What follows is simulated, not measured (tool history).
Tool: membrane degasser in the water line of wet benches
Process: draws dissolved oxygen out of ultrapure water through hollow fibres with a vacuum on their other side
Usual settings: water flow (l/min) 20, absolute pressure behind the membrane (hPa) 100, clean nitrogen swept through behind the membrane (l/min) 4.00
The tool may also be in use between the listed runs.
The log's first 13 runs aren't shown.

| run | hour | water flow (l/min) | absolute pressure behind the membrane (hPa) | clean nitrogen swept through behind the membrane (l/min) | dissolved oxygen in the water behind the degasser (ppb) | pressure that the water loses in the fibres (hPa) |
|---|---|---|---|---|---|---|
| 14 | 575.8 | 26 | 100 | 4.00 | 282.7 | 483.0 |
| 15 | 644.3 | 26 | 100 | 4.00 | 286.8 | 486.6 |
|  | 676.9 | seals of the vacuum lines changed |
| 16 | 705.7 | 20 | 100 | 3.97 | 161.7 | 368.1 |
| 17 | 743.1 | 21 | 113 | 1.90 | 293.7 | 386.7 |
| 18 | 809.4 | 20 | 113 | 11.53 | 114.2 | 370.4 |
|  | 813.8 | vacuum gauge calibrated |
| 19 | 873.2 | 30 | 157 | 11.53 | 344.6 | 558.8 |
| 20 | 916.3 | 12 | 188 | 11.53 | 50.9 | 222.7 |
|  | 925.5 | vacuum gauge calibrated, once more |
| 21 | 948.5 | 26 | 85 | 4.00 | 262.7 | 483.5 |
| 22 | 1012.6 | 13 | 100 | 1.89 | 127.9 | 240.2 |
| 23 | 1048.0 | 17 | 118 | 1.89 | 225.3 | 316.9 |
| 24 | 1105.6 | 25 | 100 | 4.00 | 260.0 | 465.2 |
| 25 | 1149.6 | 20 | 100 | 2.16 | 224.1 | 371.3 |
| 26 | 1179.9 | 15 | 222 | 2.16 | 340.7 | 277.2 |
| 27 | 1231.5 | 15 | 222 | 2.16 | 338.1 | 279.4 |
| 28 | 1298.4 | 20 | 248 | 10.73 | 181.0 | 374.2 |
| 29 | 1361.6 | 20 | 100 | 7.38 | 129.7 | 374.3 |

Run 30 comes next. What will it give?
| 30 | 1390.8 | 20 | 100 | 7.38 | ? | ? |

dissolved oxygen in the water behind the degasser (ppb): 130.2
pressure that the water loses in the fibres (hPa): 372.4
Without the tool's hidden state the same run would have given dissolved oxygen in the water behind the degasser (ppb) 117.3, pressure that the water loses in the fibres (hPa) 360.1.

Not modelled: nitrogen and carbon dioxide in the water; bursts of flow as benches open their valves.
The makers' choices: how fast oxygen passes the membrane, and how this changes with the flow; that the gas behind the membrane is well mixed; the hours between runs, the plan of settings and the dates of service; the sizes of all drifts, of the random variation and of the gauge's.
